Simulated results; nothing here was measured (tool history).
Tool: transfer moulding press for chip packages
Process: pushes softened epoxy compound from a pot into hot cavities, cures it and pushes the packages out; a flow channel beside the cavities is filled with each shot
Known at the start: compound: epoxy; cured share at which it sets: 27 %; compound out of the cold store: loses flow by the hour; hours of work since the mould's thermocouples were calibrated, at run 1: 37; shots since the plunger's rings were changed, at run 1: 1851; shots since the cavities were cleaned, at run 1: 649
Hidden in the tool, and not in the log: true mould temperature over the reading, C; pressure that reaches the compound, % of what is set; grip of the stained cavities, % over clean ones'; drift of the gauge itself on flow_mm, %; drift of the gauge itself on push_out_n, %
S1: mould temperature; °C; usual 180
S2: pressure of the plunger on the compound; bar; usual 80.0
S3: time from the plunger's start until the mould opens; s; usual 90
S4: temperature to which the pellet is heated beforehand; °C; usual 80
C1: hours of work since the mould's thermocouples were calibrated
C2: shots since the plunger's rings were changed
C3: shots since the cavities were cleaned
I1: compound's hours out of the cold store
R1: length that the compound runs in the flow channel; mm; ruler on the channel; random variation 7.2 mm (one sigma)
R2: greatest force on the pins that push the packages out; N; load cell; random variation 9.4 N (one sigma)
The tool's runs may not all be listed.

run 1 hour=0.0 | S1=180 S2=80.0 S3=90 S4=80 | C1=37 C2=1851 C3=649 | I1=10.8 | R1=914 R2=746
run 2 hour=12.4 | S1=172 S2=80.0 S3=90 S4=80 | C1=42 C2=1976 C3=774 | I1=8.1 | R1=993 R2=1188
-- hour=18.4 cavities cleaned with cleaning compound and waxed
run 3 hour=34.0 | S1=172 S2=80.0 S3=90 S4=80 | C1=52 C2=2178 C3=156 | I1=30.5 | R1=844 R2=838
run 4 hour=55.5 | S1=180 S2=80.0 S3=93 S4=80 | C1=61 C2=2395 C3=373 | I1=32.9 | R1=790 R2=648
run 5 hour=79.9 | S1=182 S2=80.0 S3=90 S4=80 | C1=73 C2=2641 C3=619 | I1=45.5 | R1=714 R2=668
-- hour=102.0 cavities cleaned with cleaning compound and waxed
run 6 hour=102.9 | S1=182 S2=80.0 S3=90 S4=80 | C1=83 C2=2857 C3=9 | I1=36.1 | R1=756 R2=411
run 7 hour=125.6 | S1=180 S2=75.5 S3=119 S4=80 | C1=93 C2=3085 C3=237 | I1=44.0 | R1=711 R2=513
run 8 hour=138.3 | S1=174 S2=80.0 S3=90 S4=80 | C1=99 C2=3214 C3=366 | I1=27.5 | R1=823 R2=834
run 9 hour=150.9 | S1=176 S2=68.3 S3=90 S4=80 | C1=105 C2=3340 C3=492 | I1=47.5 | R1=654 R2=775
run 10 hour=165.2 | S1=180 S2=68.7 S3=90 S4=79 | C1=111 C2=3484 C3=636 | I1=36.1 | R1=691 R2=722

Forecast run 11:
-- hour=184.5 cavities cleaned with cleaning compound and waxed
run 11 hour=185.4 | S1=180 S2=68.7 S3=90 S4=79 | C1=120 C2=3673 C3=9 | I1=31.6 | R1=? R2=?

R1: 730 mm
R2: 448 N
Without the tool's hidden state the same run would have given R1 772 mm, R2 439 N.
